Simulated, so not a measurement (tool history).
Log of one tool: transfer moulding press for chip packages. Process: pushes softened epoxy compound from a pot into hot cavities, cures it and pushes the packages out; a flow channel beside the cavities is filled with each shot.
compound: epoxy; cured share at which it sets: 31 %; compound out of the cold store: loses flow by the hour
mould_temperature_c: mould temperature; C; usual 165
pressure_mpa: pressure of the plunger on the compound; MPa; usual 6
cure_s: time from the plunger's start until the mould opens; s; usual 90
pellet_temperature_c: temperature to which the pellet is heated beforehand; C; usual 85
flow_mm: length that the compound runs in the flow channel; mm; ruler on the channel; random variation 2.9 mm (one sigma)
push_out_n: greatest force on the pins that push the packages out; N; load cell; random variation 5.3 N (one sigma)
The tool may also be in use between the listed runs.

run,hour,mould_temperature_c,pressure_mpa,cure_s,pellet_temperature_c,incoming compound's hours out of the cold store,flow_mm,push_out_n
1,0,165,6,90,85,12,966,176
# hour 7.3: plunger's sealing rings changed
2,12.5,165,6,90,85,32,845,173
3,21.3,165,6,96,85,21.4,904,166
4,28.4,165,6,90,85,17.9,924,177
5,38.2,165,6,90,85,27.4,873,175
6,46.7,165,6,97,85,46.5,765,169
7,56.6,165,6,90,85,20,914,180
8,63.3,165,6,90,85,28.2,864,183
# hour 66.9: cavities cleaned with cleaning compound and waxed
9,74.6,165,6,90,85,8.9,990,186
10,80.5,165,6,90,87,14.2,954,171
11,87.9,165,6,90,87,37.1,813,174
12,92.5,165,6,90,85,25.8,880,169
13,101.8,165,6,90,85,35.5,825,176
14,109,165,6,90,85,16.9,933,182
15,114,165,6,90,85,29.4,859,177
16,118.5,164,6.36,90,85,21.9,931,188
17,127.5,162,6.46,71,78,13,1015,343
# hour 131.1: cavities cleaned with cleaning compound and waxed
18,135.7,162,6.46,71,78,39.1,847,300
19,142.5,165,5.6,90,85,33.8,805,175
20,148.7,161,4.52,126,83,42,693,166
21,157.8,161,4.52,126,83,17.3,825,162
22,163.9,165,5.73,128,85,19.2,898,154
23,168.7,165,6,93,85,10.7,976,177
24,174.3,165,6,93,85,28.9,862,164
25,182.3,165,6,71,89,19.9,913,232
26,188.2,165,6,71,89,24.5,885,244
27,193.3,166,5.63,71,88,33.1,805,232
# hour 196: cavities cleaned with cleaning compound and waxed
# hour 201.3: plunger's sealing rings changed
28,206.7,166,7.2,127,88,10.9,1070,157
29,215.3,165,5,84,85,20.2,836,189

Some steps in push_out_n between neighbouring runs. How much of each would the tool show without its hidden state too (settings, what came in, random variation), and how much is left for the hidden state, with any gauge scatter that isn't in both results?
The hidden state here: true mould temperature over the reading, C; pressure that reaches the compound, % of what is set; grip of the stained cavities, % over clean ones'; drift of the gauge itself on flow_mm, %; drift of the gauge itself on push_out_n, %.
Run 16 -> 17: mould_temperature_c 164 -> 162, pressure_mpa 6.36 -> 6.46, cure_s 90 -> 71, pellet_temperature_c 85 -> 78. push_out_n +155 N: hidden state +4, all else +151.
Run 17 -> 18: cavities cleaned with cleaning compound and waxed. push_out_n -43 N: hidden state -6, all else -37.
Run 18 -> 19: mould_temperature_c 162 -> 165, pressure_mpa 6.46 -> 5.6, cure_s 71 -> 90, pellet_temperature_c 78 -> 85. push_out_n -125 N: hidden state +0, all else -125.
Run 27 -> 28: pressure_mpa 5.63 -> 7.2, cure_s 71 -> 127, cavities cleaned with cleaning compound and waxed, plunger's sealing rings changed. push_out_n -75 N: hidden state -5, all else -70.

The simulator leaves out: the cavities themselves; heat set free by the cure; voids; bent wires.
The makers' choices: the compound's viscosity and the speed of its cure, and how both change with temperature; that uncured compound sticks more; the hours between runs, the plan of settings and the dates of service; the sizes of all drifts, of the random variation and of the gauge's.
